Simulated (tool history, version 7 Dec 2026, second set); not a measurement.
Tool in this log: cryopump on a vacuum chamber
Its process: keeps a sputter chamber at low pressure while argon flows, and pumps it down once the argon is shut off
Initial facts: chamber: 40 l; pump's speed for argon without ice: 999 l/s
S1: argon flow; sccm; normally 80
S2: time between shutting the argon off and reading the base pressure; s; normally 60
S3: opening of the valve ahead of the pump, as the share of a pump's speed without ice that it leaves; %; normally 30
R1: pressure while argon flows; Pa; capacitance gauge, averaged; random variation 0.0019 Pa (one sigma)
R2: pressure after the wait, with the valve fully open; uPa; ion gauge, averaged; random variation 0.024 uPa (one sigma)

{"run": 1, "hour": 0.0, "S1": 80, "S2": 60, "S3": 30, "R1": 0.4648, "R2": 2.8}
{"run": 2, "hour": 24.3, "S1": 80, "S2": 60, "S3": 30, "R1": 0.4667, "R2": 2.83}
{"run": 3, "hour": 55.5, "S1": 80, "S2": 60, "S3": 30, "R1": 0.4628, "R2": 2.98}
{"run": 4, "hour": 80.1, "S1": 72, "S2": 60, "S3": 30, "R1": 0.4173, "R2": 2.93}
{"run": 5, "hour": 96.2, "S1": 72, "S2": 60, "S3": 30, "R1": 0.4191, "R2": 3.1}
{"run": 6, "hour": 115.0, "S1": 72, "S2": 60, "S3": 30, "R1": 0.4198, "R2": 3.04}
{"run": 7, "hour": 133.1, "S1": 72, "S2": 60, "S3": 30, "R1": 0.418, "R2": 2.96}
{"run": 8, "hour": 156.4, "S1": 72, "S2": 60, "S3": 30, "R1": 0.4213, "R2": 3.11}
{"run": 9, "hour": 190.7, "S1": 72, "S2": 60, "S3": 30, "R1": 0.419, "R2": 3.14}
{"run": 10, "hour": 218.9, "S1": 80, "S2": 60, "S3": 30, "R1": 0.4693, "R2": 3.13}
{"run": 11, "hour": 245.7, "S1": 80, "S2": 60, "S3": 18, "R1": 0.7674, "R2": 3.23}
{"run": 12, "hour": 267.8, "S1": 80, "S2": 60, "S3": 18, "R1": 0.7652, "R2": 3.25}
{"run": 13, "hour": 283.5, "S1": 80, "S2": 60, "S3": 18, "R1": 0.7737, "R2": 3.25}
{"run": 14, "hour": 305.7, "S1": 80, "S2": 60, "S3": 18, "R1": 0.7676, "R2": 3.32}
{"run": 15, "hour": 338.1, "S1": 80, "S2": 60, "S3": 18, "R1": 0.7708, "R2": 3.37}
{"run": 16, "hour": 370.5, "S1": 80, "S2": 60, "S3": 54, "R1": 0.2683, "R2": 3.54}
{"run": 17, "hour": 393.1, "S1": 80, "S2": 60, "S3": 54, "R1": 0.2675, "R2": 3.55}
{"run": 18, "hour": 417.0, "S1": 80, "S2": 60, "S3": 54, "R1": 0.2711, "R2": 3.47}
{"run": 19, "hour": 446.7, "S1": 80, "S2": 85, "S3": 39, "R1": 0.3666, "R2": 3.39}
{"run": 20, "hour": 479.7, "S1": 54, "S2": 25, "S3": 18, "R1": 0.5237, "R2": 4.56}
{"run": 21, "hour": 507.2, "S1": 52, "S2": 295, "S3": 26, "R1": 0.3525, "R2": 3.27}
{"run": 22, "hour": 537.6, "S1": 80, "S2": 73, "S3": 30, "R1": 0.4729, "R2": 3.72}
{"run": 23, "hour": 562.3, "S1": 49, "S2": 22, "S3": 41, "R1": 0.2153, "R2": 4.79}
{"run": 24, "hour": 581.1, "S1": 118, "S2": 22, "S3": 22, "R1": 0.943, "R2": 4.91}
{"run": 25, "hour": 604.2, "S1": 118, "S2": 22, "S3": 22, "R1": 0.9337, "R2": 4.93}
{"run": 26, "hour": 638.4, "S1": 158, "S2": 93, "S3": 30, "R1": 0.9374, "R2": 3.58}
{"run": 27, "hour": 665.7, "S1": 42, "S2": 60, "S3": 20, "R1": 0.3687, "R2": 3.99}
{"run": 28, "hour": 699.5, "S1": 42, "S2": 60, "S3": 20, "R1": 0.3687, "R2": 4.09}
{"run": 29, "hour": 715.3, "S1": 42, "S2": 60, "S3": 20, "R1": 0.3658, "R2": 4.03}
{"run": 30, "hour": 733.6, "S1": 42, "S2": 174, "S3": 38, "R1": 0.1975, "R2": 3.66}
{"run": 31, "hour": 765.4, "S1": 87, "S2": 26, "S3": 18, "R1": 0.838, "R2": 4.98}
{"run": 32, "hour": 794.4, "S1": 87, "S2": 26, "S3": 18, "R1": 0.8387, "R2": 4.93}

Expected results for the next run?
{"run": 33, "hour": 822.0, "S1": 80, "S2": 53, "S3": 44, "R1": "?", "R2": "?"}

Logged for run 33: R1 0.3289 Pa, R2 4.24 uPa.
Had the tool carried no hidden state, the very same run would have given R1 0.3061 Pa, R2 1.01 uPa.
